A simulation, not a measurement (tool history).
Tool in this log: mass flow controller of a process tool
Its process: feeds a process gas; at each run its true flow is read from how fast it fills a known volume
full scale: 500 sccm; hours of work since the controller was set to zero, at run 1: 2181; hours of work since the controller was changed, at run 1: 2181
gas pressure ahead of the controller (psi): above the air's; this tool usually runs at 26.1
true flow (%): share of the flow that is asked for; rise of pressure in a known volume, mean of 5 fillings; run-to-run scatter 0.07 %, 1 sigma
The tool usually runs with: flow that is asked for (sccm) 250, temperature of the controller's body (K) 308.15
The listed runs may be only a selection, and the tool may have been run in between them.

run,day,flow that is asked for (sccm),gas pressure ahead of the controller (psi),temperature of the controller's body (K),hours of work since the controller was set to zero,hours of work since the controller was changed,true flow (%)
1,0,250,26.1,308.15,2181,2181,97.73
2,5.904,250,26.1,308.15,2240,2240,97.66
3,9.638,250,26.1,308.15,2277,2277,97.68
4,13.671,250,26.1,307.15,2318,2318,97.81
5,18.779,250,26.1,307.15,2369,2369,97.83
6,21.929,250,26.1,307.15,2401,2401,97.72
7,26.192,250,26.1,307.15,2443,2443,97.79
8,31.446,250,26.1,307.15,2496,2496,97.74
9,37.342,250,26.1,307.15,2555,2555,97.66
10,40.242,250,40.6,307.15,2584,2584,97.27
11,42.704,250,32.2,296.15,2609,2609,98.28
12,45.383,250,32.2,296.15,2636,2636,98.22
13,48.167,70,34.1,295.15,2664,2664,97.28
14,51.175,70,34.1,295.15,2694,2694,97.23
15,56.308,117,26.1,308.15,2745,2745,96.59
16,61.379,117,26.1,308.15,2796,2796,96.57
17,65.354,113,26.1,308.15,2836,2836,96.54

Difference, measured minus no-hidden-state, one row per run. Run-to-run variation is common to both terms; the gauge's own scatter need not be:
Hidden state at play: flow at rest that the sensor doesn't see, % of full scale; true flow over the shown one, %; drift of the gauge itself on true_pct, %.
run,true flow (%)
1,+0
2,-0.04
3,-0.06
4,-0.09
5,-0.11
6,-0.14
7,-0.16
8,-0.19
9,-0.23
10,-0.25
11,-0.26
12,-0.28
13,-0.29
14,-0.31
15,-0.34
16,-0.38
17,-0.39
